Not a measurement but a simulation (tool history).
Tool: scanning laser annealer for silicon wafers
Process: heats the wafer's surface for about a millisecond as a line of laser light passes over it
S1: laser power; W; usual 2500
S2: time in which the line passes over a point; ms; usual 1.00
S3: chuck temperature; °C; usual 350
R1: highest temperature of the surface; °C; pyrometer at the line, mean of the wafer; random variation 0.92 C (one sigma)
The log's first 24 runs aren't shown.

run 25 hour=643.9 | S1=2187 S2=0.87 S3=337 | R1=960.3
run 26 hour=670.2 | S1=2187 S2=0.87 S3=337 | R1=960.3
run 27 hour=703.6 | S1=2187 S2=0.87 S3=337 | R1=959.3
run 28 hour=726.3 | S1=2720 S2=1.00 S3=350 | R1=1182.7
-- hour=755.7 optics aligned, line set to its width
run 29 hour=766.4 | S1=2533 S2=0.78 S3=354 | R1=1041.1
run 30 hour=799.4 | S1=2734 S2=1.01 S3=350 | R1=1196.7
run 31 hour=827.1 | S1=2446 S2=1.00 S3=373 | R1=1127.6
run 32 hour=843.7 | S1=2174 S2=1.00 S3=333 | R1=1002.7
run 33 hour=877.3 | S1=2174 S2=1.00 S3=333 | R1=1001.9
run 34 hour=914.8 | S1=2174 S2=1.19 S3=334 | R1=1066.1
run 35 hour=937.3 | S1=2593 S2=0.90 S3=346 | R1=1101.3
run 36 hour=970.7 | S1=2593 S2=0.90 S3=346 | R1=1099.9
run 37 hour=1008.4 | S1=2593 S2=0.87 S3=390 | R1=1131.4
run 38 hour=1028.2 | S1=2662 S2=0.82 S3=382 | R1=1118.3
run 39 hour=1060.0 | S1=2662 S2=0.82 S3=382 | R1=1117.7
-- hour=1081.9 window over the wafer cleaned
run 40 hour=1082.0 | S1=2690 S2=1.12 S3=350 | R1=1239.0
run 41 hour=1105.9 | S1=2500 S2=1.22 S3=350 | R1=1214.5
run 42 hour=1134.2 | S1=2500 S2=1.22 S3=383 | R1=1247.3

3 ways to go on from here, each from the tool as it stands after run 42. What would each give?
run A hour=1160.9 | S1=2500 S2=1.22 S3=383 | R1=?
run B hour=1160.9 | S1=2740 S2=0.83 S3=326 | R1=?
run C hour=1160.9 | S1=2500 S2=0.99 S3=359 | R1=?

run=A R1=1247.3
run=B R1=1099.2
run=C R1=1131.7
Without the tool's hidden state the same runs would have given:
run=A R1=1251.5
run=B R1=1103.0
run=C R1=1135.5
